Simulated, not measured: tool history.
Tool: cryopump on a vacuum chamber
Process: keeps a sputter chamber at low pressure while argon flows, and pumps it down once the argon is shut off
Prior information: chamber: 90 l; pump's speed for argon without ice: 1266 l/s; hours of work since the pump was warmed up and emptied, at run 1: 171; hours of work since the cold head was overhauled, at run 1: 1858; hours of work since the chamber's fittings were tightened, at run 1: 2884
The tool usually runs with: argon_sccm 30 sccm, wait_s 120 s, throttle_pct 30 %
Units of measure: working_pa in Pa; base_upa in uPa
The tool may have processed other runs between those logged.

run,hour,argon_sccm,wait_s,throttle_pct,hours of work since the pump was warmed up and emptied,hours of work since the cold head was overhauled,hours of work since the chamber's fittings were tightened,working_pa,base_upa
1,0.0,30,120,30,171,1858,2884,0.1382,3.60
2,42.4,30,212,30,202,1889,2915,0.1406,3.60
3,100.9,30,212,30,245,1932,2958,0.1413,3.68
4,183.9,30,225,30,306,1993,3018,0.1434,4.05
5,223.2,22,225,30,335,2022,3047,0.1076,3.95
6,283.1,22,225,30,379,2066,3091,0.1079,4.23
7,351.6,22,225,30,429,2116,3141,0.1094,4.52
8,418.5,30,22,30,478,2165,3190,0.1529,6.53
# hour 490.7: pump warmed up, emptied and cooled again
9,505.2,30,22,30,11,2225,3250,0.1350,5.66
# hour 540.6: leaking fittings of the chamber tightened, without venting
10,567.9,30,22,30,55,2270,20,0.1380,2.46
11,655.6,35,120,30,119,2334,84,0.1619,0.79
12,697.6,35,120,30,150,2365,115,0.1634,0.79
13,766.0,35,120,15,200,2415,165,0.3217,0.86
14,826.8,35,141,15,245,2459,210,0.3252,0.92
15,874.2,35,141,15,280,2494,245,0.3238,0.97
16,962.8,35,141,15,345,2559,310,0.3303,1.03
17,1002.4,35,141,15,374,2588,339,0.3301,1.07
18,1081.5,35,141,15,432,2646,397,0.3353,1.26
19,1149.3,35,211,15,482,2696,446,0.3394,1.31
# hour 1220.4: pump warmed up, emptied and cooled again
20,1237.5,41,209,58,13,2757,507,0.0979,0.96
21,1294.4,59,35,17,54,2799,549,0.4724,2.19
22,1371.6,21,84,30,111,2855,606,0.0969,1.49
23,1449.6,30,25,23,168,2913,663,0.1809,2.85
24,1525.4,30,204,19,224,2968,719,0.2206,1.37
25,1595.6,30,120,47,275,3020,770,0.0962,1.59
26,1680.4,18,31,47,337,3082,832,0.0601,2.93
27,1756.2,25,46,33,393,3137,888,0.1155,2.46
28,1833.3,25,48,30,450,3194,945,0.1293,2.59
29,1875.9,44,208,29,481,3225,976,0.2354,1.93
# hour 1947.7: pump warmed up, emptied and cooled again
30,1948.6,44,208,29,1,3275,1025,0.2059,1.49
31,2037.9,44,208,29,66,3340,1091,0.2082,1.60
32,2077.7,58,120,21,95,3370,1120,0.3797,1.76
33,2166.3,58,120,21,160,3435,1185,0.3825,1.92
34,2254.5,58,120,21,225,3499,1250,0.3885,2.11

How would selected steps in working_pa from run to run divide? Give the signed amount a tool lacking its hidden state would still show from settings, what came in and random variation, and the signed amount left for the hidden state, including any gauge scatter that is not in both of the compared results.
The tool's hidden condition here consists of: pump's speed, % of a pump's without ice; cold plate's temperature, K; leak into the chamber, uPa l/s; drift of the gauge itself on working_pa, %; drift of the gauge itself on base_upa, %.
Run 8 -> 9: pump warmed up, emptied and cooled again. working_pa -0.0179 Pa: hidden state -0.0168, all else -0.0011.
Run 19 -> 20: argon_sccm 35 -> 41, wait_s 211 -> 209, throttle_pct 15 -> 58, pump warmed up, emptied and cooled again. working_pa -0.2415 Pa: hidden state -0.0235, all else -0.2180.
Run 20 -> 21: argon_sccm 41 -> 59, wait_s 209 -> 35, throttle_pct 58 -> 17. working_pa +0.3745 Pa: hidden state +0.0036, all else +0.3709.
Run 21 -> 22: argon_sccm 59 -> 21, wait_s 35 -> 84, throttle_pct 17 -> 30. working_pa -0.3755 Pa: hidden state -0.0031, all else -0.3724.
Run 29 -> 30: pump warmed up, emptied and cooled again. working_pa -0.0295 Pa: hidden state -0.0292, all else -0.0003.
